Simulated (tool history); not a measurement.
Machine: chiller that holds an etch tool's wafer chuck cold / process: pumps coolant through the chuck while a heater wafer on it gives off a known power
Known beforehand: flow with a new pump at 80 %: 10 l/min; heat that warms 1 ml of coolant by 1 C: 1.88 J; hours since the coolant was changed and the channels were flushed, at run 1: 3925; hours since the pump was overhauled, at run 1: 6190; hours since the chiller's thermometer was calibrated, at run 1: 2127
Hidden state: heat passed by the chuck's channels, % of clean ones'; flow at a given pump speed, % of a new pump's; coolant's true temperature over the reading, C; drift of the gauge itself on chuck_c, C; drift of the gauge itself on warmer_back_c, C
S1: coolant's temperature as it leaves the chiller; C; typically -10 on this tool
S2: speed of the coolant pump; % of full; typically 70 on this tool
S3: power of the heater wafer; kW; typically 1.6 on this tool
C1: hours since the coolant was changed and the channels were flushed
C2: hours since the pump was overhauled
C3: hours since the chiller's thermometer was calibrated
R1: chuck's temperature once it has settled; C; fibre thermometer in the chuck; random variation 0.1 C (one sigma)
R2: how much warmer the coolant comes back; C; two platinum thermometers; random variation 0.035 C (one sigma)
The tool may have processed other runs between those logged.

run	hour	S1	S2	S3	C1	C2	C3	R1	R2
1	0	-10	70	1.6	3925	6190	2127	6.9	6.32
2	75.8	-10	70	1.6	4000	6265	2203	6.9	6.38
3	166.5	-10	70	1.6	4091	6356	2294	6.9	6.33
4	302.5	-10	70	1.054	4227	6492	2430	1.1	4.15
5	442.3	-10	70	1.054	4367	6632	2569	1.1	4.19
# hour 459.7: coolant pump overhauled
6	595.4	-10	70	1.054	4515	136	2717	1.5	4.22
7	760.2	-10	70	1.054	4680	301	2882	1.4	4.27
8	910.5	-10	70	1.054	4830	451	3033	1.5	4.33
9	1035.3	-10	95	1.828	4955	576	3157	6.1	5.38
# hour 1063: coolant changed, channels flushed
10	1122.8	-16	70	2.321	60	657	3239	6.1	9.44
# hour 1145.9: coolant pump overhauled, once more
11	1201.6	-16	70	2.321	134	56	3313	4.3	8.49

Below are 5 alternative next runs, each starting from the tool's condition after run 11. Predict each:
A	1341.3	-10	70	1.173	273	195	3452	?	?
B	1341.3	-7	70	1.624	273	195	3452	?	?
C	1341.3	-12	70	1.6	273	195	3452	?	?
D	1341.3	-5	70	1.6	273	195	3452	?	?
E	1341.3	-10	76	0.829	273	195	3452	?	?

run	R1	R2
A	0.1	4.28
B	7.3	5.95
C	2	5.86
D	9	5.88
E	-3.2	2.75
Stripped of hidden state, with their random variation kept, the same runs would have yielded:
run	R1	R2
A	0.3	4.29
B	7.4	5.96
C	2.2	5.86
D	9.1	5.89
E	-3	2.76
